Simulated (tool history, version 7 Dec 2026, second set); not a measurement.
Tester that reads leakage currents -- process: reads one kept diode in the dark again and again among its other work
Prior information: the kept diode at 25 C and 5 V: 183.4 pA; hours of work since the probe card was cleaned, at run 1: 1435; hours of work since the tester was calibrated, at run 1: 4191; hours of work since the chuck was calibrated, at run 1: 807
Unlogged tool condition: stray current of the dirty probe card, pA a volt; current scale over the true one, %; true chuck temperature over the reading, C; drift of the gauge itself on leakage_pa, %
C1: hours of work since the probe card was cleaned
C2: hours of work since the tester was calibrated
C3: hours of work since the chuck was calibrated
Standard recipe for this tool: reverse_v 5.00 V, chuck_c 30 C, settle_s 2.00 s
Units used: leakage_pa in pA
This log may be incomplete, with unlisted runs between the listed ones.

Run 1, hour 0.0: usual settings; C1 1435; C2 4191; C3 807. Result: leakage_pa 316.94 pA.
Run 2, hour 241.2: usual settings; C1 1545; C2 4300; C3 916. Result: leakage_pa 320.97 pA.
At hour 352.1: chuck's temperature calibrated.
Run 3, hour 494.9: usual settings; C1 1659; C2 4415; C3 65. Result: leakage_pa 300.04 pA.
Run 4, hour 661.7: usual settings but reverse_v 2.60 V; C1 1735; C2 4490; C3 141. Result: leakage_pa 202.07 pA.
Run 5, hour 800.1: usual settings but reverse_v 2.60 V; C1 1798; C2 4553; C3 203. Result: leakage_pa 204.17 pA.
Run 6, hour 1053.8: usual settings but reverse_v 2.60 V; C1 1913; C2 4669; C3 319. Result: leakage_pa 205.13 pA.
At hour 1101.2: probe card cleaned and baked.
Run 7, hour 1168.1: usual settings but chuck_c 27 C; C1 30; C2 4719; C3 369. Result: leakage_pa 231.67 pA.
Run 8, hour 1314.2: usual settings but chuck_c 27 C; C1 97; C2 4785; C3 436. Result: leakage_pa 231.41 pA.
Run 9, hour 1456.2: usual settings but chuck_c 27 C; C1 161; C2 4850; C3 500. Result: leakage_pa 233.06 pA.
Run 10, hour 1632.5: usual settings but chuck_c 27 C; C1 241; C2 4930; C3 580. Result: leakage_pa 235.66 pA.
Run 11, hour 1852.7: usual settings but chuck_c 27 C; C1 341; C2 5030; C3 680. Result: leakage_pa 237.48 pA.
Run 12, hour 1975.7: usual settings; C1 397; C2 5086; C3 736. Result: leakage_pa 311.84 pA.
At hour 2115.0: tester calibrated.
Run 13, hour 2138.5: usual settings; C1 470; C2 11; C3 809. Result: leakage_pa 315.10 pA.
Run 14, hour 2247.6: usual settings; C1 520; C2 60; C3 859. Result: leakage_pa 316.05 pA.
Run 15, hour 2377.8: usual settings; C1 579; C2 119; C3 918. Result: leakage_pa 318.85 pA.
At hour 2489.0: chuck's temperature calibrated.
Run 16, hour 2597.0: usual settings but settle_s 0.97 s; C1 678; C2 218; C3 49. Result: leakage_pa 299.28 pA.
Run 17, hour 2794.2: usual settings; C1 767; C2 308; C3 139. Result: leakage_pa 299.43 pA.
Run 18, hour 3032.8: usual settings; C1 875; C2 416; C3 247. Result: leakage_pa 303.29 pA.
At hour 3154.9: tester calibrated, once more.
Run 19, hour 3261.6: usual settings but reverse_v 18.28 V, chuck_c 37 C, settle_s 3.73 s; C1 978; C2 48; C3 350. Result: leakage_pa 1159.71 pA.
Run 20, hour 3455.1: usual settings but reverse_v 5.39 V, chuck_c 44 C; C1 1066; C2 136; C3 438. Result: leakage_pa 976.33 pA.
Run 21, hour 3656.2: usual settings but reverse_v 2.12 V, chuck_c 38 C; C1 1158; C2 228; C3 529. Result: leakage_pa 350.68 pA.
Run 22, hour 3904.0: usual settings but reverse_v 9.79 V, chuck_c 38 C; C1 1270; C2 340; C3 642. Result: leakage_pa 899.61 pA.
Run 23, hour 4074.8: usual settings but reverse_v 1.12 V, chuck_c 37 C, settle_s 4.78 s; C1 1348; C2 418; C3 719. Result: leakage_pa 224.75 pA.
Run 24, hour 4323.8: usual settings but reverse_v 11.19 V, chuck_c 41 C, settle_s 0.98 s; C1 1461; C2 531; C3 832. Result: leakage_pa 1248.93 pA.
Run 25, hour 4457.8: usual settings but reverse_v 3.32 V, settle_s 2.96 s; C1 1522; C2 592; C3 893. Result: leakage_pa 246.40 pA.
Run 26, hour 4596.4: usual settings but reverse_v 3.32 V, settle_s 2.96 s; C1 1585; C2 655; C3 956. Result: leakage_pa 247.88 pA.
At hour 4616.8: chuck's temperature calibrated.
Run 27, hour 4763.0: usual settings but chuck_c 24 C; C1 1660; C2 730; C3 66. Result: leakage_pa 178.24 pA.
Run 28, hour 4914.7: usual settings but reverse_v 16.36 V, chuck_c 49 C, settle_s 0.63 s; C1 1728; C2 798; C3 135. Result: leakage_pa 2780.54 pA.
Run 29, hour 5122.7: usual settings but reverse_v 9.66 V, chuck_c 55 C, settle_s 5.13 s; C1 1823; C2 893; C3 230. Result: leakage_pa 3203.84 pA.
Run 30, hour 5281.9: usual settings but reverse_v 19.11 V; C1 1895; C2 965; C3 302. Result: leakage_pa 695.15 pA.
At hour 5377.3: probe card cleaned and baked.
Run 31, hour 5530.9: usual settings but reverse_v 19.11 V; C1 70; C2 1077; C3 414. Result: leakage_pa 663.23 pA.
Run 32, hour 5682.6: usual settings but reverse_v 19.11 V; C1 139; C2 1146; C3 483. Result: leakage_pa 671.93 pA.
Run 33, hour 5922.7: usual settings but settle_s 0.31 s; C1 248; C2 1255; C3 592. Result: leakage_pa 303.80 pA.
Run 34, hour 6163.0: usual settings but settle_s 0.31 s; C1 357; C2 1364; C3 701. Result: leakage_pa 308.50 pA.
Run 35, hour 6407.8: usual settings but reverse_v 12.35 V, settle_s 0.83 s; C1 468; C2 1475; C3 812. Result: leakage_pa 534.88 pA.

Some steps in leakage_pa between neighbouring runs. How much of each would the tool show without its hidden state too (settings, what came in, random variation), and how much is left for the hidden state, with any gauge scatter that isn't in both results?
Run 23 -> 24: reverse_v 1.12 -> 11.19, chuck_c 37 -> 41, settle_s 4.78 -> 0.98. leakage_pa +1024.18 pA: hidden state +84.07, all else +940.11.
Run 24 -> 25: reverse_v 11.19 -> 3.32, chuck_c 41 -> 30, settle_s 0.98 -> 2.96. leakage_pa -1002.53 pA: hidden state -75.12, all else -927.41.
Run 27 -> 28: reverse_v 5.00 -> 16.36, chuck_c 24 -> 49, settle_s 2.00 -> 0.63. leakage_pa +2602.30 pA: hidden state +58.66, all else +2543.64.
Run 29 -> 30: reverse_v 9.66 -> 19.11, chuck_c 55 -> 30, settle_s 5.13 -> 2.00. leakage_pa -2508.69 pA: hidden state -28.23, all else -2480.46.
